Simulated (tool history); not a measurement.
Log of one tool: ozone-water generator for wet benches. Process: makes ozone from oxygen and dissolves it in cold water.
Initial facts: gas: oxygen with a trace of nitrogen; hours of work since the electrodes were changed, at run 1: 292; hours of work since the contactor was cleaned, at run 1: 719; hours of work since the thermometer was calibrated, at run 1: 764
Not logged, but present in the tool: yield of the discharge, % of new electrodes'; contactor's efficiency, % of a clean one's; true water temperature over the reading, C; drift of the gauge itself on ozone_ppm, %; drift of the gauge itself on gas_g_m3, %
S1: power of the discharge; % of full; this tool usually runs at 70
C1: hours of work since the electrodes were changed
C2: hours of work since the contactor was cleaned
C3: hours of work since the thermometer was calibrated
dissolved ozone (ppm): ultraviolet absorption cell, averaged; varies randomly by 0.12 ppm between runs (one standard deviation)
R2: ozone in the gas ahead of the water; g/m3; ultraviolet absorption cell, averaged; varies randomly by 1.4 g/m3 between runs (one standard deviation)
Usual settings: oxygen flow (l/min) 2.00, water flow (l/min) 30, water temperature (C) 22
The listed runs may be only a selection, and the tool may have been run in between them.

run 1 hour=0.0 | S1=70 oxygen_flow_(l/min)=2.00 water_flow_(l/min)=30 water_temperature_(C)=22 | C1=292 C2=719 C3=764 | dissolved_ozone_(ppm)=12.0 R2=265.9
run 2 hour=41.0 | S1=70 oxygen_flow_(l/min)=2.00 water_flow_(l/min)=30 water_temperature_(C)=22 | C1=322 C2=749 C3=794 | dissolved_ozone_(ppm)=11.8 R2=266.8
run 3 hour=65.1 | S1=70 oxygen_flow_(l/min)=2.00 water_flow_(l/min)=30 water_temperature_(C)=22 | C1=340 C2=767 C3=812 | dissolved_ozone_(ppm)=12.2 R2=266.9
run 4 hour=95.2 | S1=70 oxygen_flow_(l/min)=2.00 water_flow_(l/min)=30 water_temperature_(C)=22 | C1=362 C2=789 C3=834 | dissolved_ozone_(ppm)=11.7 R2=264.9
run 5 hour=128.8 | S1=96 oxygen_flow_(l/min)=2.00 water_flow_(l/min)=30 water_temperature_(C)=22 | C1=387 C2=814 C3=859 | dissolved_ozone_(ppm)=15.9 R2=357.0
run 6 hour=162.8 | S1=70 oxygen_flow_(l/min)=2.00 water_flow_(l/min)=30 water_temperature_(C)=22 | C1=412 C2=839 C3=884 | dissolved_ozone_(ppm)=11.8 R2=265.0
run 7 hour=192.0 | S1=70 oxygen_flow_(l/min)=2.00 water_flow_(l/min)=30 water_temperature_(C)=24 | C1=434 C2=861 C3=906 | dissolved_ozone_(ppm)=11.7 R2=265.0
run 8 hour=217.1 | S1=70 oxygen_flow_(l/min)=1.94 water_flow_(l/min)=30 water_temperature_(C)=24 | C1=452 C2=879 C3=924 | dissolved_ozone_(ppm)=11.6 R2=268.6
run 9 hour=237.7 | S1=70 oxygen_flow_(l/min)=1.94 water_flow_(l/min)=30 water_temperature_(C)=24 | C1=468 C2=894 C3=939 | dissolved_ozone_(ppm)=11.5 R2=270.5
run 10 hour=274.0 | S1=70 oxygen_flow_(l/min)=1.94 water_flow_(l/min)=30 water_temperature_(C)=24 | C1=494 C2=921 C3=966 | dissolved_ozone_(ppm)=11.7 R2=271.1
run 11 hour=297.8 | S1=70 oxygen_flow_(l/min)=1.94 water_flow_(l/min)=30 water_temperature_(C)=24 | C1=512 C2=939 C3=984 | dissolved_ozone_(ppm)=11.8 R2=268.0
run 12 hour=343.3 | S1=70 oxygen_flow_(l/min)=1.94 water_flow_(l/min)=30 water_temperature_(C)=24 | C1=545 C2=972 C3=1017 | dissolved_ozone_(ppm)=11.4 R2=269.7
run 13 hour=364.2 | S1=70 oxygen_flow_(l/min)=2.00 water_flow_(l/min)=30 water_temperature_(C)=22 | C1=561 C2=988 C3=1033 | dissolved_ozone_(ppm)=11.6 R2=266.4
run 14 hour=398.0 | S1=70 oxygen_flow_(l/min)=2.00 water_flow_(l/min)=23 water_temperature_(C)=22 | C1=586 C2=1013 C3=1058 | dissolved_ozone_(ppm)=15.3 R2=260.1
run 15 hour=421.7 | S1=70 oxygen_flow_(l/min)=2.00 water_flow_(l/min)=30 water_temperature_(C)=22 | C1=603 C2=1030 C3=1075 | dissolved_ozone_(ppm)=11.7 R2=264.5
run 16 hour=458.7 | S1=70 oxygen_flow_(l/min)=2.00 water_flow_(l/min)=30 water_temperature_(C)=22 | C1=630 C2=1057 C3=1102 | dissolved_ozone_(ppm)=11.8 R2=262.2
run 17 hour=502.8 | S1=47 oxygen_flow_(l/min)=2.00 water_flow_(l/min)=30 water_temperature_(C)=22 | C1=663 C2=1090 C3=1135 | dissolved_ozone_(ppm)=8.0 R2=181.9
run 18 hour=527.6 | S1=43 oxygen_flow_(l/min)=3.45 water_flow_(l/min)=30 water_temperature_(C)=22 | C1=681 C2=1108 C3=1153 | dissolved_ozone_(ppm)=8.4 R2=122.1
run 19 hour=573.9 | S1=43 oxygen_flow_(l/min)=3.45 water_flow_(l/min)=30 water_temperature_(C)=22 | C1=715 C2=1142 C3=1187 | dissolved_ozone_(ppm)=8.4 R2=123.4
run 20 hour=612.1 | S1=43 oxygen_flow_(l/min)=3.45 water_flow_(l/min)=30 water_temperature_(C)=22 | C1=744 C2=1170 C3=1215 | dissolved_ozone_(ppm)=8.2 R2=122.9
run 21 hour=650.8 | S1=43 oxygen_flow_(l/min)=3.45 water_flow_(l/min)=30 water_temperature_(C)=22 | C1=772 C2=1199 C3=1244 | dissolved_ozone_(ppm)=8.3 R2=122.6
run 22 hour=691.9 | S1=43 oxygen_flow_(l/min)=3.45 water_flow_(l/min)=30 water_temperature_(C)=22 | C1=802 C2=1229 C3=1274 | dissolved_ozone_(ppm)=8.1 R2=121.2
run 23 hour=729.0 | S1=43 oxygen_flow_(l/min)=3.45 water_flow_(l/min)=30 water_temperature_(C)=22 | C1=830 C2=1257 C3=1302 | dissolved_ozone_(ppm)=8.1 R2=122.5
run 24 hour=756.5 | S1=43 oxygen_flow_(l/min)=3.45 water_flow_(l/min)=30 water_temperature_(C)=22 | C1=850 C2=1277 C3=1322 | dissolved_ozone_(ppm)=8.2 R2=122.1
run 25 hour=789.7 | S1=53 oxygen_flow_(l/min)=3.22 water_flow_(l/min)=30 water_temperature_(C)=26 | C1=874 C2=1301 C3=1346 | dissolved_ozone_(ppm)=9.5 R2=153.5
run 26 hour=824.9 | S1=92 oxygen_flow_(l/min)=1.21 water_flow_(l/min)=46 water_temperature_(C)=18 | C1=900 C2=1327 C3=1372 | dissolved_ozone_(ppm)=7.6 R2=449.5
run 27 hour=866.4 | S1=56 oxygen_flow_(l/min)=1.67 water_flow_(l/min)=31 water_temperature_(C)=18 | C1=931 C2=1358 C3=1403 | dissolved_ozone_(ppm)=8.8 R2=235.5
run 28 hour=910.0 | S1=56 oxygen_flow_(l/min)=1.01 water_flow_(l/min)=25 water_temperature_(C)=17 | C1=963 C2=1390 C3=1435 | dissolved_ozone_(ppm)=9.8 R2=313.6
run 29 hour=958.1 | S1=46 oxygen_flow_(l/min)=2.00 water_flow_(l/min)=20 water_temperature_(C)=26 | C1=999 C2=1426 C3=1471 | dissolved_ozone_(ppm)=11.7 R2=176.4
run 30 hour=979.9 | S1=46 oxygen_flow_(l/min)=2.00 water_flow_(l/min)=20 water_temperature_(C)=26 | C1=1015 C2=1442 C3=1487 | dissolved_ozone_(ppm)=11.5 R2=178.3
run 31 hour=1005.6 | S1=46 oxygen_flow_(l/min)=3.58 water_flow_(l/min)=34 water_temperature_(C)=26 | C1=1034 C2=1461 C3=1506 | dissolved_ozone_(ppm)=7.5 R2=128.3
run 32 hour=1045.2 | S1=46 oxygen_flow_(l/min)=3.58 water_flow_(l/min)=34 water_temperature_(C)=26 | C1=1063 C2=1490 C3=1535 | dissolved_ozone_(ppm)=7.4 R2=128.1

Here are 5 independent what-if runs from the current tool condition. What would each one return?
run A hour=1076.2 | S1=68 oxygen_flow_(l/min)=2.00 water_flow_(l/min)=30 water_temperature_(C)=22 | C1=1086 C2=1513 C3=1558 | dissolved_ozone_(ppm)=? R2=?
run B hour=1076.2 | S1=70 oxygen_flow_(l/min)=2.25 water_flow_(l/min)=23 water_temperature_(C)=26 | C1=1086 C2=1513 C3=1558 | dissolved_ozone_(ppm)=? R2=?
run C hour=1076.2 | S1=99 oxygen_flow_(l/min)=1.41 water_flow_(l/min)=30 water_temperature_(C)=22 | C1=1086 C2=1513 C3=1558 | dissolved_ozone_(ppm)=? R2=?
run D hour=1076.2 | S1=48 oxygen_flow_(l/min)=3.58 water_flow_(l/min)=39 water_temperature_(C)=28 | C1=1086 C2=1513 C3=1558 | dissolved_ozone_(ppm)=? R2=?
run E hour=1076.2 | S1=46 oxygen_flow_(l/min)=2.76 water_flow_(l/min)=23 water_temperature_(C)=28 | C1=1086 C2=1513 C3=1558 | dissolved_ozone_(ppm)=? R2=?

run=A dissolved_ozone_(ppm)=11.3 R2=254.5
run=B dissolved_ozone_(ppm)=15.1 R2=242.8
run=C dissolved_ozone_(ppm)=14.5 R2=436.0
run=D dissolved_ozone_(ppm)=6.6 R2=131.2
run=E dissolved_ozone_(ppm)=10.4 R2=146.4
What these runs would have given with no unlogged condition in the tool:
run=A dissolved_ozone_(ppm)=11.9 R2=262.8
run=B dissolved_ozone_(ppm)=15.8 R2=250.9
run=C dissolved_ozone_(ppm)=15.4 R2=455.3
run=D dissolved_ozone_(ppm)=6.8 R2=134.0
run=E dissolved_ozone_(ppm)=10.7 R2=149.4
